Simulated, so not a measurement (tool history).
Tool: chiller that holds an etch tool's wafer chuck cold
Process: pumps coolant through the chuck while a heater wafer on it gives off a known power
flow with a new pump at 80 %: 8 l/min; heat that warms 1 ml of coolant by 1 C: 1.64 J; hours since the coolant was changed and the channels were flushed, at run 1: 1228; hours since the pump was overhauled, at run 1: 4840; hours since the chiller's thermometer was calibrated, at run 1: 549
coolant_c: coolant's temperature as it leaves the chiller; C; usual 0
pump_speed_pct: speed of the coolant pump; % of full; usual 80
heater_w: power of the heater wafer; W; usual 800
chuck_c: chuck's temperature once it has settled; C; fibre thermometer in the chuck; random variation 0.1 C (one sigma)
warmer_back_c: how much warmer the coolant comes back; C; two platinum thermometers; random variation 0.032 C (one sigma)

| run | hour | coolant_c | pump_speed_pct | heater_w | hours since the coolant was changed and the channels were flushed | hours since the pump was overhauled | hours since the chiller's thermometer was calibrated | chuck_c | warmer_back_c |
|---|---|---|---|---|---|---|---|---|---|
| 1 | 0.0 | 0 | 80 | 800 | 1228 | 4840 | 549 | 7.3 | 3.97 |
| 2 | 79.5 | 0 | 80 | 800 | 1307 | 4920 | 628 | 7.5 | 3.93 |
| 3 | 228.3 | 0 | 80 | 800 | 1456 | 5069 | 777 | 7.4 | 3.96 |
| 4 | 375.6 | 0 | 80 | 418 | 1603 | 5216 | 924 | 4.0 | 2.04 |
| 5 | 516.8 | 0 | 80 | 418 | 1744 | 5357 | 1065 | 4.1 | 2.04 |
| 6 | 644.2 | -1 | 80 | 800 | 1872 | 5485 | 1193 | 6.6 | 4.01 |
| 7 | 777.6 | 0 | 80 | 926 | 2005 | 5618 | 1326 | 8.8 | 4.56 |
| 8 | 853.1 | 10 | 80 | 926 | 2081 | 5694 | 1402 | 18.8 | 4.58 |
| 9 | 938.1 | 0 | 80 | 800 | 2166 | 5778 | 1487 | 7.6 | 4.03 |
| 10 | 1087.4 | 0 | 80 | 1149 | 2315 | 5928 | 1636 | 10.9 | 5.78 |
| 11 | 1199.4 | 0 | 80 | 1149 | 2427 | 6040 | 1748 | 11.1 | 5.77 |
| 12 | 1286.4 | -4 | 80 | 800 | 2514 | 6127 | 1835 | 3.9 | 4.04 |
| 13 | 1362.8 | 1 | 80 | 800 | 2590 | 6203 | 1911 | 9.0 | 4.02 |
| 14 | 1447.6 | -1 | 80 | 451 | 2675 | 6288 | 1996 | 3.8 | 2.30 |
| 15 | 1581.9 | 8 | 75 | 800 | 2810 | 6422 | 2130 | 16.3 | 4.35 |
| 16 | 1672.4 | 8 | 75 | 800 | 2900 | 6513 | 2221 | 16.5 | 4.40 |
| 17 | 1753.7 | 3 | 75 | 623 | 2981 | 6594 | 2302 | 9.4 | 3.35 |
| 18 | 1824.4 | -1 | 74 | 1153 | 3052 | 6665 | 2373 | 11.0 | 6.39 |
| 19 | 1958.3 | -1 | 74 | 1153 | 3186 | 6799 | 2507 | 11.2 | 6.44 |
| 20 | 2094.9 | -1 | 74 | 1153 | 3323 | 6935 | 2643 | 11.2 | 6.40 |
| 21 | 2168.1 | -8 | 66 | 746 | 3396 | 7009 | 2717 | 0.8 | 4.73 |
| 22 | 2290.9 | 0 | 96 | 451 | 3519 | 7131 | 2839 | 4.3 | 1.87 |
| 23 | 2439.5 | -4 | 71 | 485 | 3667 | 7280 | 2988 | 1.8 | 2.83 |
| 24 | 2550.1 | -4 | 71 | 946 | 3778 | 7391 | 3099 | 6.6 | 5.59 |

Some steps in chuck_c between neighbouring runs. How much of each would the tool show without its hidden state too (settings, what came in, random variation), and how much is left for the hidden state, with any gauge scatter that isn't in both results?
The hidden state here: heat passed by the chuck's channels, % of clean ones'; flow at a given pump speed, % of a new pump's; coolant's true temperature over the reading, C; drift of the gauge itself on chuck_c, C; drift of the gauge itself on warmer_back_c, C.
Run 8 -> 9: coolant_c 10 -> 0, heater_w 926 -> 800. chuck_c -11.2 C: hidden state +0.0, all else -11.2.
Run 14 -> 15: coolant_c -1 -> 8, pump_speed_pct 80 -> 75, heater_w 451 -> 800. chuck_c +12.5 C: hidden state +0.5, all else +12.0.
Run 17 -> 18: coolant_c 3 -> -1, pump_speed_pct 75 -> 74, heater_w 623 -> 1153. chuck_c +1.6 C: hidden state +0.8, all else +0.8.
Run 23 -> 24: heater_w 485 -> 946. chuck_c +4.8 C: hidden state +0.7, all else +4.1.
